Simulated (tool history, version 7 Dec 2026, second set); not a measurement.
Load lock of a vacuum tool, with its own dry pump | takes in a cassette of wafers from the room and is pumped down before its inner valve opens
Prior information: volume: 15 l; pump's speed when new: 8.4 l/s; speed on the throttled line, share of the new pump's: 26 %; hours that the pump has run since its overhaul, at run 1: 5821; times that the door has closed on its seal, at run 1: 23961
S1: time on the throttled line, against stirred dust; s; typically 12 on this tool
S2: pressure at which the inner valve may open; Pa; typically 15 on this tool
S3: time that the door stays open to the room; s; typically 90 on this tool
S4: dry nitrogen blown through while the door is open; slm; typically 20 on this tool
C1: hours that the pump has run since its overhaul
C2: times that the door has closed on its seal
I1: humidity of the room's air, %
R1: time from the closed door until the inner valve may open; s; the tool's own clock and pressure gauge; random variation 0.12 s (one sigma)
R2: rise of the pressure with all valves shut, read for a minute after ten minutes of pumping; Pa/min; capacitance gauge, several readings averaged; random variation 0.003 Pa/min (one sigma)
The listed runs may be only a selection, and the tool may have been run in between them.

Run 1, hour 0: usual settings; C1 5821; C2 23961; I1 43.1. Result: R1 25.6 s, R2 0.098 Pa/min.
Run 2, hour 168.2: usual settings; C1 5989; C2 24556; I1 45.7. Result: R1 25.8 s, R2 0.106 Pa/min.
Run 3, hour 374.9: usual settings but S2 11 Pa; C1 6196; C2 25287; I1 45.8. Result: R1 26.1 s, R2 0.107 Pa/min.
Run 4, hour 606.6: usual settings but S4 9 slm; C1 6428; C2 26107; I1 46.7. Result: R1 25.9 s, R2 0.138 Pa/min.
Run 5, hour 901: usual settings but S3 86 s; C1 6722; C2 27148; I1 43.8. Result: R1 25.8 s, R2 0.114 Pa/min.
Run 6, hour 1249.7: usual settings; C1 7071; C2 28382; I1 47.1. Result: R1 26.2 s, R2 0.117 Pa/min.
Run 7, hour 1592.6: usual settings but S1 23 s; C1 7414; C2 29595; I1 45.5. Result: R1 33.9 s, R2 0.125 Pa/min.
Run 8, hour 1797.7: usual settings but S1 23 s; C1 7619; C2 30320; I1 47. Result: R1 33.9 s, R2 0.128 Pa/min.
Run 9, hour 1961.3: usual settings but S1 23 s; C1 7782; C2 30899; I1 44.4. Result: R1 33.8 s, R2 0.136 Pa/min.
Run 10, hour 2189.8: usual settings but S1 23 s; C1 8011; C2 31707; I1 48.4. Result: R1 33.9 s, R2 0.138 Pa/min.
Run 11, hour 2362.3: usual settings but S1 23 s; C1 8183; C2 32318; I1 45.7. Result: R1 34.1 s, R2 0.138 Pa/min.
Run 12, hour 2695.9: usual settings; C1 8517; C2 33498; I1 42.7. Result: R1 26.6 s, R2 0.138 Pa/min.
Run 13, hour 2989.1: usual settings but S3 109 s; C1 8810; C2 34535; I1 44.2. Result: R1 26.3 s, R2 0.148 Pa/min.
Run 14, hour 3272.1: usual settings; C1 9093; C2 35536; I1 43.9. Result: R1 26.5 s, R2 0.153 Pa/min.
Run 15, hour 3485.5: usual settings; C1 9307; C2 36291; I1 47. Result: R1 26.3 s, R2 0.148 Pa/min.
Run 16, hour 3698.3: usual settings; C1 9519; C2 37044; I1 46.9. Result: R1 26.5 s, R2 0.157 Pa/min.
Run 17, hour 3985.9: usual settings but S2 27 Pa; C1 9807; C2 38062; I1 46.7. Result: R1 25.1 s, R2 0.161 Pa/min.
Run 18, hour 4213.1: usual settings; C1 10034; C2 38865; I1 46.8. Result: R1 26.6 s, R2 0.161 Pa/min.
Run 19, hour 4522.8: usual settings; C1 10344; C2 39961; I1 45.3. Result: R1 26.6 s, R2 0.173 Pa/min.
Run 20, hour 4856.9: usual settings but S1 15 s, S2 13 Pa, S4 8 slm; C1 10678; C2 41143; I1 47.2. Result: R1 29 s, R2 0.202 Pa/min.
Run 21, hour 5167.7: usual settings but S1 15 s, S2 13 Pa, S4 8 slm; C1 10989; C2 42242; I1 43.9. Result: R1 29.1 s, R2 0.201 Pa/min.
Run 22, hour 5426.5: usual settings but S3 77 s; C1 11248; C2 43158; I1 47.4. Result: R1 26.8 s, R2 0.19 Pa/min.
Run 23, hour 5587.4: usual settings but S1 13 s, S2 20 Pa, S3 103 s, S4 7 slm; C1 11408; C2 43727; I1 44.7. Result: R1 26.8 s, R2 0.217 Pa/min.
Run 24, hour 5764: usual settings but S1 10 s, S2 20 Pa, S3 103 s, S4 7 slm; C1 11585; C2 44352; I1 44.6. Result: R1 24.9 s, R2 0.225 Pa/min.
Run 25, hour 5934.1: usual settings but S1 10 s, S2 20 Pa, S3 103 s, S4 7 slm; C1 11755; C2 44954; I1 46.4. Result: R1 24.9 s, R2 0.23 Pa/min.
Run 26, hour 6212.5: usual settings but S1 10 s, S2 10 Pa, S3 103 s, S4 7 slm; C1 12034; C2 45939; I1 46.4. Result: R1 26.5 s, R2 0.235 Pa/min.
Run 27, hour 6434.3: usual settings but S1 8 s, S2 19 Pa, S4 7 slm; C1 12255; C2 46723; I1 42.1. Result: R1 23.8 s, R2 0.223 Pa/min.
Run 28, hour 6658.6: usual settings but S1 8 s, S2 19 Pa, S4 7 slm; C1 12480; C2 47517; I1 47.5. Result: R1 23.9 s, R2 0.236 Pa/min.
Run 29, hour 6899.5: usual settings but S1 8 s; C1 12721; C2 48369; I1 43.2. Result: R1 24.5 s, R2 0.206 Pa/min.
Run 30, hour 7186.5: usual settings but S1 8 s, S2 27 Pa, S3 117 s, S4 18 slm; C1 13008; C2 49384; I1 48. Result: R1 23.1 s, R2 0.239 Pa/min.
Run 31, hour 7424.9: usual settings but S2 23 Pa, S3 120 s; C1 13246; C2 50228; I1 43.6. Result: R1 26.5 s, R2 0.231 Pa/min.
Run 32, hour 7766: usual settings but S2 22 Pa, S3 48 s; C1 13587; C2 51435; I1 47.8. Result: R1 26.3 s, R2 0.217 Pa/min.
Run 33, hour 7910.3: usual settings but S1 15 s, S2 23 Pa, S3 139 s, S4 16 slm; C1 13731; C2 51945; I1 44. Result: R1 28.4 s, R2 0.249 Pa/min.
Run 34, hour 8247.3: usual settings but S1 15 s, S2 14 Pa, S3 139 s, S4 16 slm; C1 14068; C2 53137; I1 49. Result: R1 30 s, R2 0.264 Pa/min.
At hour 8364: dry pump taken out, an overhauled one fitted.
Run 35, hour 8502.9: usual settings but S1 11 s, S2 11 Pa, S3 37 s, S4 29 slm; C1 139; C2 54020; I1 43.8. Result: R1 24.2 s, R2 0.223 Pa/min.
Run 36, hour 8849.4: usual settings but S1 11 s, S2 11 Pa, S3 37 s, S4 29 slm; C1 485; C2 55246; I1 44.3. Result: R1 24.6 s, R2 0.234 Pa/min.

5 ways to go on from here, each from the tool as it stands after run 36. What would each give?
Run A, hour 9033.2: usual settings but S1 16 s, S2 18 Pa, S3 37 s, S4 25 slm; C1 669; C2 55896; I1 46.9. Result: R1 ?, R2 ?.
Run B, hour 9033.2: usual settings but S1 23 s, S2 11 Pa, S3 37 s, S4 8 slm; C1 669; C2 55896; I1 41.3. Result: R1 ?, R2 ?.
Run C, hour 9033.2: usual settings but S2 26 Pa; C1 669; C2 55896; I1 46.1. Result: R1 ?, R2 ?.
Run D, hour 9033.2: usual settings but S3 104 s; C1 669; C2 55896; I1 45.7. Result: R1 ?, R2 ?.
Run E, hour 9033.2: usual settings but S2 13 Pa, S3 95 s, S4 27 slm; C1 669; C2 55896; I1 41.3. Result: R1 ?, R2 ?.

run    R1     R2
  A  27.6  0.241
  B  33.4  0.254
  C  23.7  0.263
  D  24.8   0.25
  E  24.9   0.25
Without the tool's unlogged condition, the same runs would have read:
run    R1     R2
  A  27.5  0.022
  B  33.3  0.032
  C  23.6  0.044
  D  24.7  0.037
  E  24.8  0.029
